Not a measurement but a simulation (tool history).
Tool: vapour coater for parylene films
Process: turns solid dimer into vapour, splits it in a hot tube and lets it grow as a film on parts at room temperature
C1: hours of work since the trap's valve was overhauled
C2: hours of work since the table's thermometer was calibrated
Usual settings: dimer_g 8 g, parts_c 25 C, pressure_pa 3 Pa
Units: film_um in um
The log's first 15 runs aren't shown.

-- day=33.367 table's thermometer calibrated
run 16 day=35.592 | dimer_g=8 parts_c=25 pressure_pa=4.06 | C1=61 C2=36 | film_um=1.74
run 17 day=38.692 | dimer_g=8 parts_c=25 pressure_pa=4.06 | C1=111 C2=86 | film_um=1.75
run 18 day=40.475 | dimer_g=8 parts_c=25 pressure_pa=4.06 | C1=139 C2=114 | film_um=1.73
run 19 day=43.525 | dimer_g=8 parts_c=18 pressure_pa=2.22 | C1=188 C2=163 | film_um=2.15
run 20 day=45.279 | dimer_g=4 parts_c=22 pressure_pa=3 | C1=216 C2=191 | film_um=0.96
run 21 day=48.092 | dimer_g=13 parts_c=25 pressure_pa=6.03 | C1=261 C2=236 | film_um=2.71
-- day=49.625 table's thermometer calibrated, once more
run 22 day=50.212 | dimer_g=3 parts_c=25 pressure_pa=4.24 | C1=295 C2=9 | film_um=0.64
run 23 day=52.783 | dimer_g=12 parts_c=22 pressure_pa=6.11 | C1=336 C2=51 | film_um=2.74
run 24 day=55.696 | dimer_g=12 parts_c=22 pressure_pa=6.11 | C1=383 C2=98 | film_um=2.74
run 25 day=57.983 | dimer_g=12 parts_c=24 pressure_pa=4.77 | C1=420 C2=134 | film_um=2.6
run 26 day=60.946 | dimer_g=12 parts_c=24 pressure_pa=4.77 | C1=467 C2=182 | film_um=2.59
run 27 day=62.883 | dimer_g=8 parts_c=34 pressure_pa=9.29 | C1=498 C2=213 | film_um=1.26
-- day=63.712 trap's valve overhauled
run 28 day=64.358 | dimer_g=8 parts_c=17 pressure_pa=2.38 | C1=10 C2=234 | film_um=2.33
run 29 day=65.725 | dimer_g=8 parts_c=17 pressure_pa=2.38 | C1=32 C2=256 | film_um=2.33
run 30 day=67.579 | dimer_g=8 parts_c=21 pressure_pa=5.49 | C1=62 C2=286 | film_um=1.96
run 31 day=69.708 | dimer_g=4 parts_c=21 pressure_pa=3.11 | C1=96 C2=320 | film_um=1.01

Forecast each of these 5 alternatives for the next run:
run A day=72.85 | dimer_g=7 parts_c=21 pressure_pa=6.9 | C1=147 C2=370 | film_um=?
run B day=72.85 | dimer_g=4 parts_c=21 pressure_pa=5.82 | C1=147 C2=370 | film_um=?
run C day=72.85 | dimer_g=3 parts_c=21 pressure_pa=9.23 | C1=147 C2=370 | film_um=?
run D day=72.85 | dimer_g=5 parts_c=23 pressure_pa=6.2 | C1=147 C2=370 | film_um=?
run E day=72.85 | dimer_g=4 parts_c=25 pressure_pa=5.88 | C1=147 C2=370 | film_um=?

run=A film_um=1.68
run=B film_um=0.98
run=C film_um=0.69
run=D film_um=1.15
run=E film_um=0.87
Without the tool's hidden state the same runs would have given:
run=A film_um=1.74
run=B film_um=1.02
run=C film_um=0.72
run=D film_um=1.19
run=E film_um=0.91
